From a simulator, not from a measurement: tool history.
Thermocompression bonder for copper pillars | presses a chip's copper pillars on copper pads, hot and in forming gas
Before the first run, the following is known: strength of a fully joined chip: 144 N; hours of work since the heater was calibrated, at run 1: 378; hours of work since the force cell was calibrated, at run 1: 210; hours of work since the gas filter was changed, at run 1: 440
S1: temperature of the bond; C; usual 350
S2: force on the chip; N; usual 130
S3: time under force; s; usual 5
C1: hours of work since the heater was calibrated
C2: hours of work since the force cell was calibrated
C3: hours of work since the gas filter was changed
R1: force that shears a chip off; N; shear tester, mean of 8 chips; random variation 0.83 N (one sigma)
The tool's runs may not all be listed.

run   hour   S1   S2  S3   C1   C2   C3     R1
  1      0  350  130   5  378  210  440   69.8
  2   22.5  350  130   5  389  222  451   69.2
  3   44.6  350  130   5  401  233  463   68.5
        47  -- forming gas filter changed
  4   60.6  350  130   5  409  241    7   71.9
  5   89.9  350  130   5  424  256   22   68.2
  6  114.5  364  144   3  436  269   35   70.3
  7  140.3  350  130  12  449  282   48   93.5
  8  162.9  352  185  12  461  294   59  113.5
  9  189.8  352  185  12  475  307   73    110
 10  212.6  358   80   8  486  319   85   58.7

5 ways to go on from here, each from the tool as it stands after run 10. What would each give?
  A  234.6  345  184   8  498  330  96   ?
  B  234.6  358   80   8  498  330  96   ?
  C  234.6  369  169  12  498  330  96   ?
  D  234.6  325   92   7  498  330  96   ?
  E  234.6  338  156   5  498  330  96   ?

run     R1
  A   99.1
  B   59.5
  C  114.4
  D   50.6
  E   74.5
The same runs, with their run-to-run variation unchanged, on a tool lacking any hidden condition would have given:
run     R1
  A   99.2
  B   59.5
  C  114.6
  D   50.6
  E   74.5
